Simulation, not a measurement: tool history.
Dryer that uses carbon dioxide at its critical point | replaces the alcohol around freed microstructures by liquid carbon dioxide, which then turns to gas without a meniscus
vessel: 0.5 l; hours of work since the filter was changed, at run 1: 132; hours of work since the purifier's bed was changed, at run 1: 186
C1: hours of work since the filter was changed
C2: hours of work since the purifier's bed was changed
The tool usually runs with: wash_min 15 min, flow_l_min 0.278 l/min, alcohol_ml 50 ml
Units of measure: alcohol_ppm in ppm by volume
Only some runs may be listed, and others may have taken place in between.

run 1 hour=0.0 | wash_min=15 flow_l_min=0.278 alcohol_ml=50 | C1=132 C2=186 | alcohol_ppm=246
run 2 hour=23.0 | wash_min=16 flow_l_min=0.278 alcohol_ml=50 | C1=141 C2=195 | alcohol_ppm=190
run 3 hour=50.2 | wash_min=16 flow_l_min=0.278 alcohol_ml=50 | C1=151 C2=205 | alcohol_ppm=197
run 4 hour=77.7 | wash_min=16 flow_l_min=0.278 alcohol_ml=50 | C1=161 C2=215 | alcohol_ppm=214
run 5 hour=100.6 | wash_min=16 flow_l_min=0.278 alcohol_ml=50 | C1=169 C2=223 | alcohol_ppm=227
-- hour=112.7 inlet filter changed
run 6 hour=116.8 | wash_min=15 flow_l_min=0.222 alcohol_ml=50 | C1=2 C2=229 | alcohol_ppm=349
run 7 hour=133.2 | wash_min=15 flow_l_min=0.167 alcohol_ml=50 | C1=8 C2=235 | alcohol_ppm=1237
run 8 hour=159.4 | wash_min=15 flow_l_min=0.278 alcohol_ml=50 | C1=17 C2=245 | alcohol_ppm=160
run 9 hour=185.7 | wash_min=15 flow_l_min=0.278 alcohol_ml=50 | C1=27 C2=254 | alcohol_ppm=170
run 10 hour=205.0 | wash_min=15 flow_l_min=0.278 alcohol_ml=50 | C1=34 C2=261 | alcohol_ppm=180
run 11 hour=222.9 | wash_min=15 flow_l_min=0.278 alcohol_ml=50 | C1=41 C2=268 | alcohol_ppm=188
run 12 hour=246.5 | wash_min=15 flow_l_min=0.278 alcohol_ml=50 | C1=49 C2=277 | alcohol_ppm=193
run 13 hour=268.4 | wash_min=23 flow_l_min=0.278 alcohol_ml=50 | C1=57 C2=285 | alcohol_ppm=105
run 14 hour=288.9 | wash_min=23 flow_l_min=0.278 alcohol_ml=50 | C1=65 C2=292 | alcohol_ppm=113
run 15 hour=310.9 | wash_min=23 flow_l_min=0.278 alcohol_ml=50 | C1=73 C2=301 | alcohol_ppm=122
run 16 hour=333.0 | wash_min=23 flow_l_min=0.278 alcohol_ml=50 | C1=81 C2=309 | alcohol_ppm=116
run 17 hour=355.6 | wash_min=23 flow_l_min=0.278 alcohol_ml=50 | C1=90 C2=317 | alcohol_ppm=129
run 18 hour=367.6 | wash_min=23 flow_l_min=0.278 alcohol_ml=76 | C1=94 C2=321 | alcohol_ppm=129
run 19 hour=394.7 | wash_min=15 flow_l_min=0.278 alcohol_ml=50 | C1=104 C2=331 | alcohol_ppm=260
run 20 hour=419.4 | wash_min=15 flow_l_min=0.278 alcohol_ml=50 | C1=113 C2=340 | alcohol_ppm=270
run 21 hour=439.0 | wash_min=15 flow_l_min=0.278 alcohol_ml=50 | C1=120 C2=348 | alcohol_ppm=292
run 22 hour=458.6 | wash_min=15 flow_l_min=0.278 alcohol_ml=50 | C1=127 C2=355 | alcohol_ppm=288
run 23 hour=478.2 | wash_min=15 flow_l_min=0.278 alcohol_ml=50 | C1=135 C2=362 | alcohol_ppm=299
run 24 hour=499.8 | wash_min=15 flow_l_min=0.278 alcohol_ml=50 | C1=143 C2=370 | alcohol_ppm=320
run 25 hour=527.1 | wash_min=23 flow_l_min=0.219 alcohol_ml=33 | C1=153 C2=380 | alcohol_ppm=175
run 26 hour=551.3 | wash_min=22 flow_l_min=0.271 alcohol_ml=50 | C1=162 C2=389 | alcohol_ppm=149
run 27 hour=576.6 | wash_min=18 flow_l_min=0.278 alcohol_ml=30 | C1=171 C2=398 | alcohol_ppm=182
-- hour=585.4 inlet filter changed
run 28 hour=600.8 | wash_min=18 flow_l_min=0.278 alcohol_ml=30 | C1=6 C2=407 | alcohol_ppm=158
run 29 hour=613.7 | wash_min=12 flow_l_min=0.278 alcohol_ml=55 | C1=10 C2=412 | alcohol_ppm=449
run 30 hour=628.7 | wash_min=14 flow_l_min=0.278 alcohol_ml=55 | C1=16 C2=417 | alcohol_ppm=276
run 31 hour=656.7 | wash_min=14 flow_l_min=0.278 alcohol_ml=55 | C1=26 C2=428 | alcohol_ppm=284
run 32 hour=678.6 | wash_min=19 flow_l_min=0.278 alcohol_ml=32 | C1=34 C2=436 | alcohol_ppm=172
run 33 hour=692.3 | wash_min=21 flow_l_min=0.176 alcohol_ml=49 | C1=39 C2=441 | alcohol_ppm=320
run 34 hour=712.3 | wash_min=15 flow_l_min=0.431 alcohol_ml=21 | C1=47 C2=448 | alcohol_ppm=168
run 35 hour=736.3 | wash_min=12 flow_l_min=0.246 alcohol_ml=21 | C1=56 C2=457 | alcohol_ppm=460
run 36 hour=762.3 | wash_min=12 flow_l_min=0.246 alcohol_ml=21 | C1=65 C2=466 | alcohol_ppm=475
run 37 hour=785.0 | wash_min=12 flow_l_min=0.290 alcohol_ml=55 | C1=74 C2=475 | alcohol_ppm=554
run 38 hour=812.6 | wash_min=22 flow_l_min=0.294 alcohol_ml=48 | C1=84 C2=485 | alcohol_ppm=184
run 39 hour=839.0 | wash_min=18 flow_l_min=0.278 alcohol_ml=96 | C1=93 C2=495 | alcohol_ppm=242
run 40 hour=866.1 | wash_min=18 flow_l_min=0.222 alcohol_ml=58 | C1=103 C2=505 | alcohol_ppm=384
run 41 hour=888.3 | wash_min=9 flow_l_min=0.278 alcohol_ml=23 | C1=112 C2=513 | alcohol_ppm=1064
run 42 hour=913.7 | wash_min=9 flow_l_min=0.278 alcohol_ml=23 | C1=121 C2=522 | alcohol_ppm=1122
run 43 hour=931.6 | wash_min=14 flow_l_min=0.324 alcohol_ml=105 | C1=128 C2=529 | alcohol_ppm=395
run 44 hour=950.7 | wash_min=14 flow_l_min=0.324 alcohol_ml=105 | C1=135 C2=536 | alcohol_ppm=404
run 45 hour=977.9 | wash_min=23 flow_l_min=0.411 alcohol_ml=96 | C1=145 C2=546 | alcohol_ppm=202
run 46 hour=990.5 | wash_min=15 flow_l_min=0.397 alcohol_ml=24 | C1=149 C2=551 | alcohol_ppm=212
run 47 hour=1012.2 | wash_min=15 flow_l_min=0.259 alcohol_ml=50 | C1=157 C2=559 | alcohol_ppm=497
run 48 hour=1033.7 | wash_min=14 flow_l_min=0.274 alcohol_ml=50 | C1=165 C2=567 | alcohol_ppm=528

Forecast each of these 3 alternatives for the next run:
run A hour=1045.6 | wash_min=11 flow_l_min=0.258 alcohol_ml=90 | C1=170 C2=571 | alcohol_ppm=?
run B hour=1045.6 | wash_min=12 flow_l_min=0.243 alcohol_ml=50 | C1=170 C2=571 | alcohol_ppm=?
run C hour=1045.6 | wash_min=15 flow_l_min=0.232 alcohol_ml=50 | C1=170 C2=571 | alcohol_ppm=?

run=A alcohol_ppm=2951
run=B alcohol_ppm=1512
run=C alcohol_ppm=784
Had the tool no hidden state, the same runs would have come out as:
run=A alcohol_ppm=1140
run=B alcohol_ppm=533
run=C alcohol_ppm=199

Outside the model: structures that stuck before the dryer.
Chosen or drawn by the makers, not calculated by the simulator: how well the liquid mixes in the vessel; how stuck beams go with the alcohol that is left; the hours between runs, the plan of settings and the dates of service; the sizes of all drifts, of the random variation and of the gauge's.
